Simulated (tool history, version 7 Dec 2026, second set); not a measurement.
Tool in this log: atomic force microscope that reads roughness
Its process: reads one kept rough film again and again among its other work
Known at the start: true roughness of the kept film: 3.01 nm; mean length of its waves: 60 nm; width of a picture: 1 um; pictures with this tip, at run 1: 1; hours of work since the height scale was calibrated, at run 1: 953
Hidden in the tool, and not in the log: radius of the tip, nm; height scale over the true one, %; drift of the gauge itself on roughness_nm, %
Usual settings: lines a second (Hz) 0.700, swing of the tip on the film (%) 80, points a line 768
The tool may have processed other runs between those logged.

run,hour,lines a second (Hz),swing of the tip on the film (%),points a line,pictures with this tip,hours of work since the height scale was calibrated,roughness of the kept film (nm (root mean square))
1,0.0,0.700,80,768,1,953,2.796
2,31.9,0.700,80,768,51,970,2.765
3,71.6,0.700,80,545,113,992,2.745
4,104.6,0.700,80,545,165,1010,2.711
5,147.0,0.700,80,768,232,1034,2.668
6,174.3,0.700,80,768,275,1049,2.649
# hour 189.1: new tip fitted
7,235.7,0.700,80,768,74,1082,2.778
8,285.8,0.700,80,768,152,1110,2.724
9,329.6,0.700,80,768,221,1134,2.685
# hour 381.7: new tip fitted
10,386.8,1.827,80,768,8,1165,2.549
11,436.1,0.700,80,768,86,1192,2.773

Estimate the outcome of run 12 from the log above:
12,474.2,0.700,80,768,146,1213,?

{"run 12": {"roughness of the kept film (nm (root mean square))": 2.728}}
With no hidden state in the tool, this same run would have given roughness of the kept film (nm (root mean square)) 2.745.

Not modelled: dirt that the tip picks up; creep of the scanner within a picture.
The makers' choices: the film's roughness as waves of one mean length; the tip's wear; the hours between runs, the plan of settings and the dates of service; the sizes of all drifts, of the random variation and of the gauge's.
